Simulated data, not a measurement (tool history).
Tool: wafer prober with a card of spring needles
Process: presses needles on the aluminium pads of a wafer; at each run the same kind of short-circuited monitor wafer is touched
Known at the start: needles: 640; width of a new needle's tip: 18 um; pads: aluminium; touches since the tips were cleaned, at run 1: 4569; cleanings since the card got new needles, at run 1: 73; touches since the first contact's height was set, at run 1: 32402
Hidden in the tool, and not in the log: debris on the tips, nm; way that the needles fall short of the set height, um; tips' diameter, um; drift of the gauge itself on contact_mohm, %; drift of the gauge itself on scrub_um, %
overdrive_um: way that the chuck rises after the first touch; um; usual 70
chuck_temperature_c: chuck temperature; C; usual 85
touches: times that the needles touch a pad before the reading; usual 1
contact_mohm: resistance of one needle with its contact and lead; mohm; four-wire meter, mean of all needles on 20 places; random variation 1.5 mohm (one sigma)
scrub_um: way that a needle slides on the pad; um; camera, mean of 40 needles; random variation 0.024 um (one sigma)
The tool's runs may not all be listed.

run	hour	overdrive_um	chuck_temperature_c	touches	touches since the tips were cleaned	cleanings since the card got new needles	touches since the first contact's height was set	contact_mohm	scrub_um
1	0.0	70	85	1	4569	73	32402	147	17.25
# hour 3.3: tips cleaned on abrasive film
# hour 19.3: tips cleaned on abrasive film
# hour 35.4: tips cleaned on abrasive film
2	44.0	70	85	1	3549	76	50377	148	17.29
# hour 50.5: tips cleaned on abrasive film
# hour 66.7: tips cleaned on abrasive film
# hour 70.3: height of the first contact set anew
3	79.2	70	85	1	4995	78	3669	145	17.28
# hour 82.5: tips cleaned on abrasive film
# hour 98.7: tips cleaned on abrasive film
4	111.5	70	85	1	5258	80	16879	149	17.31
# hour 114.8: tips cleaned on abrasive film
# hour 130.5: tips cleaned on abrasive film
# hour 146.7: tips cleaned on abrasive film
# hour 162.9: tips cleaned on abrasive film
5	168.1	70	85	1	2131	84	40007	147	17.25
# hour 177.9: tips cleaned on abrasive film
# hour 190.9: tips cleaned on abrasive film
6	200.0	70	85	1	3752	86	53037	146	17.26
# hour 206.5: tips cleaned on abrasive film
# hour 222.3: tips cleaned on abrasive film
# hour 222.6: height of the first contact set anew
7	234.4	70	85	1	4853	88	4853	145	17.25
# hour 237.7: tips cleaned on abrasive film
# hour 253.6: tips cleaned on abrasive film
# hour 266.6: tips cleaned on abrasive film
# hour 279.6: tips cleaned on abrasive film
8	287.4	70	85	1	3214	92	26485	143	17.30
# hour 294.0: tips cleaned on abrasive film
# hour 310.0: tips cleaned on abrasive film
# hour 325.5: tips cleaned on abrasive film
9	333.1	70	85	1	3119	95	45167	142	17.29
# hour 339.7: tips cleaned on abrasive film
# hour 352.6: tips cleaned on abrasive film
# hour 368.8: tips cleaned on abrasive film
# hour 372.3: height of the first contact set anew
# hour 385.1: tips cleaned on abrasive film
10	386.9	54	85	1	728	99	5949	156	13.36
# hour 399.9: tips cleaned on abrasive film
# hour 416.0: tips cleaned on abrasive film
# hour 432.3: tips cleaned on abrasive film
# hour 446.6: tips cleaned on abrasive film
11	446.6	54	85	1	0	103	30336	155	13.34
# hour 462.8: tips cleaned on abrasive film
# hour 478.8: tips cleaned on abrasive film
12	480.6	54	85	1	753	105	44258	157	13.38
# hour 493.3: tips cleaned on abrasive film
# hour 508.8: tips cleaned on abrasive film
# hour 522.0: height of the first contact set anew
# hour 525.3: tips cleaned on abrasive film
# hour 541.5: tips cleaned on abrasive film
13	548.0	54	85	1	2699	109	10651	156	13.31
# hour 554.6: tips cleaned on abrasive film
# hour 570.5: tips cleaned on abrasive film
14	580.7	70	85	2	4186	111	24011	146	17.33
# hour 583.8: tips cleaned on abrasive film
# hour 600.0: tips cleaned on abrasive film
# hour 616.1: tips cleaned on abrasive film
# hour 632.3: tips cleaned on abrasive film
# hour 648.5: tips cleaned on abrasive film
15	648.6	69	35	1	21	116	51713	136	17.10
# hour 664.3: tips cleaned on abrasive film
# hour 674.2: height of the first contact set anew
# hour 677.6: tips cleaned on abrasive film
# hour 693.8: tips cleaned on abrasive film
# hour 709.9: tips cleaned on abrasive film
16	716.7	53	51	2	2779	120	17329	147	13.14
# hour 723.2: tips cleaned on abrasive film
# hour 739.4: tips cleaned on abrasive film
# hour 755.3: tips cleaned on abrasive film
# hour 768.3: tips cleaned on abrasive film
17	769.5	70	32	1	501	124	38919	135	17.36
# hour 782.5: tips cleaned on abrasive film
# hour 795.5: tips cleaned on abrasive film
18	805.5	70	29	1	4130	126	53653	133	17.35
# hour 808.9: tips cleaned on abrasive film
# hour 821.9: tips cleaned on abrasive film
# hour 825.4: height of the first contact set anew
# hour 838.4: tips cleaned on abrasive film
# hour 854.3: tips cleaned on abrasive film
# hour 870.1: tips cleaned on abrasive film
19	875.3	65	85	1	2120	131	20404	148	16.11
# hour 885.0: tips cleaned on abrasive film
# hour 898.0: tips cleaned on abrasive film
# hour 914.2: tips cleaned on abrasive film
# hour 930.0: tips cleaned on abrasive film
# hour 943.9: tips cleaned on abrasive film
20	943.9	65	85	1	0	136	48438	146	16.12
# hour 959.9: tips cleaned on abrasive film
# hour 975.7: tips cleaned on abrasive film
# hour 976.0: height of the first contact set anew
# hour 992.2: tips cleaned on abrasive film
21	999.4	80	29	2	2958	139	9585	130	19.84
# hour 1005.9: tips cleaned on abrasive film
# hour 1021.9: tips cleaned on abrasive film
22	1032.4	80	29	2	4338	141	23093	131	19.82
# hour 1035.8: tips cleaned on abrasive film
# hour 1052.0: tips cleaned on abrasive film
# hour 1065.0: tips cleaned on abrasive film
# hour 1081.2: tips cleaned on abrasive film
# hour 1097.1: tips cleaned on abrasive film
23	1097.8	81	80	2	279	146	49793	135	20.12
# hour 1110.8: tips cleaned on abrasive film
# hour 1127.0: tips cleaned on abrasive film
# hour 1127.3: height of the first contact set anew
# hour 1143.3: tips cleaned on abrasive film
# hour 1159.3: tips cleaned on abrasive film
24	1162.0	61	89	2	1118	150	14198	148	15.12
# hour 1175.0: tips cleaned on abrasive film
# hour 1191.2: tips cleaned on abrasive film
25	1203.1	82	62	1	4895	152	31021	139	20.35

Forecast each of these 4 alternatives for the next run:
# hour 1206.5: tips cleaned on abrasive film
# hour 1222.7: tips cleaned on abrasive film
# hour 1235.6: tips cleaned on abrasive film
# hour 1251.9: tips cleaned on abrasive film
A	1264.0	85	105	1	4978	156	55880	?	?
# hour 1206.5: tips cleaned on abrasive film
# hour 1222.7: tips cleaned on abrasive film
# hour 1235.6: tips cleaned on abrasive film
# hour 1251.9: tips cleaned on abrasive film
B	1264.0	82	62	2	4978	156	55880	?	?
# hour 1206.5: tips cleaned on abrasive film
# hour 1222.7: tips cleaned on abrasive film
# hour 1235.6: tips cleaned on abrasive film
# hour 1251.9: tips cleaned on abrasive film
C	1264.0	82	67	1	4978	156	55880	?	?
# hour 1206.5: tips cleaned on abrasive film
# hour 1222.7: tips cleaned on abrasive film
# hour 1235.6: tips cleaned on abrasive film
# hour 1251.9: tips cleaned on abrasive film
D	1264.0	62	116	2	4978	156	55880	?	?

run	contact_mohm	scrub_um
A	143	21.14
B	136	20.34
C	137	20.31
D	157	15.41
Without the tool's hidden state the same runs would have given:
run	contact_mohm	scrub_um
A	142	21.00
B	135	20.21
C	136	20.18
D	157	15.31

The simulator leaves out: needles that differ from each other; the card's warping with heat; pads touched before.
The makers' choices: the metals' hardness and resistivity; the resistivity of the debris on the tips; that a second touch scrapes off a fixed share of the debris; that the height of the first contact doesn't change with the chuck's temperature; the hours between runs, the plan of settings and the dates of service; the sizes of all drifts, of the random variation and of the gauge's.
